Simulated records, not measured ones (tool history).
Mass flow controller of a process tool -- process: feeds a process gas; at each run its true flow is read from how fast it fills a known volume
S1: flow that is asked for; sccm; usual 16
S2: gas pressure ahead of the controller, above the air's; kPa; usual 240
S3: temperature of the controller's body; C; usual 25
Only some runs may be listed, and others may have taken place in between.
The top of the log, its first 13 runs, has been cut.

{"run": 14, "hour": 941.5, "S1": 16, "S2": 158, "S3": 25, "true flow (%)": 100.91}
{"run": 15, "hour": 1039.2, "S1": 16, "S2": 240, "S3": 25, "true flow (%)": 100.82}
{"run": 16, "hour": 1089.1, "S1": 16, "S2": 240, "S3": 25, "true flow (%)": 100.77}
{"run": 17, "hour": 1152.0, "S1": 5, "S2": 240, "S3": 25, "true flow (%)": 100.91}
{"run": 18, "hour": 1203.1, "S1": 5, "S2": 240, "S3": 25, "true flow (%)": 100.95}
{"run": 19, "hour": 1277.1, "S1": 3, "S2": 168, "S3": 24, "true flow (%)": 101.84}
{"run": 20, "hour": 1340.3, "S1": 4, "S2": 249, "S3": 37, "true flow (%)": 102.36}
{"run": 21, "hour": 1412.5, "S1": 4, "S2": 249, "S3": 33, "true flow (%)": 102.16}
{"run": 22, "hour": 1495.0, "S1": 18, "S2": 196, "S3": 24, "true flow (%)": 100.98}
{"run": 23, "hour": 1547.7, "S1": 18, "S2": 196, "S3": 24, "true flow (%)": 101.11}
{"run": 24, "hour": 1614.2, "S1": 5, "S2": 210, "S3": 28, "true flow (%)": 101.68}
{"run": 25, "hour": 1719.0, "S1": 16, "S2": 170, "S3": 26, "true flow (%)": 101.33}
{"run": 26, "hour": 1805.2, "S1": 15, "S2": 259, "S3": 36, "true flow (%)": 102.02}
{"run": 27, "hour": 1877.8, "S1": 15, "S2": 259, "S3": 36, "true flow (%)": 102.04}
{"run": 28, "hour": 1939.2, "S1": 15, "S2": 259, "S3": 36, "true flow (%)": 101.93}
{"run": 29, "hour": 1991.3, "S1": 15, "S2": 259, "S3": 36, "true flow (%)": 102.1}
{"run": 30, "hour": 2092.7, "S1": 18, "S2": 262, "S3": 31, "true flow (%)": 101.79}
{"run": 31, "hour": 2138.8, "S1": 3, "S2": 173, "S3": 31, "true flow (%)": 102.9}
{"run": 32, "hour": 2216.9, "S1": 3, "S2": 173, "S3": 31, "true flow (%)": 103.12}
{"run": 33, "hour": 2272.8, "S1": 3, "S2": 173, "S3": 31, "true flow (%)": 103.12}
{"run": 34, "hour": 2365.3, "S1": 3, "S2": 173, "S3": 31, "true flow (%)": 103.16}
{"run": 35, "hour": 2455.6, "S1": 3, "S2": 173, "S3": 31, "true flow (%)": 103.16}
{"run": 36, "hour": 2546.3, "S1": 3, "S2": 173, "S3": 38, "true flow (%)": 103.9}

Each row is a separate what-if for the run after 36, all from the same tool condition, not one after another. Results?
{"run": "A", "hour": 2623.9, "S1": 13, "S2": 218, "S3": 21, "true flow (%)": "?"}
{"run": "B", "hour": 2623.9, "S1": 17, "S2": 177, "S3": 38, "true flow (%)": "?"}
{"run": "C", "hour": 2623.9, "S1": 5, "S2": 190, "S3": 38, "true flow (%)": "?"}
{"run": "D", "hour": 2623.9, "S1": 16, "S2": 240, "S3": 24, "true flow (%)": "?"}
{"run": "E", "hour": 2623.9, "S1": 6, "S2": 223, "S3": 34, "true flow (%)": "?"}

run=A true_flow_(%)=100.86
run=B true_flow_(%)=102.51
run=C true_flow_(%)=102.98
run=D true_flow_(%)=101.13
run=E true_flow_(%)=102.35
The same runs, with their run-to-run variation unchanged, on a tool lacking any hidden condition would have given:
run=A true_flow_(%)=99.22
run=B true_flow_(%)=101.03
run=C true_flow_(%)=100.29
run=D true_flow_(%)=99.62
run=E true_flow_(%)=99.94

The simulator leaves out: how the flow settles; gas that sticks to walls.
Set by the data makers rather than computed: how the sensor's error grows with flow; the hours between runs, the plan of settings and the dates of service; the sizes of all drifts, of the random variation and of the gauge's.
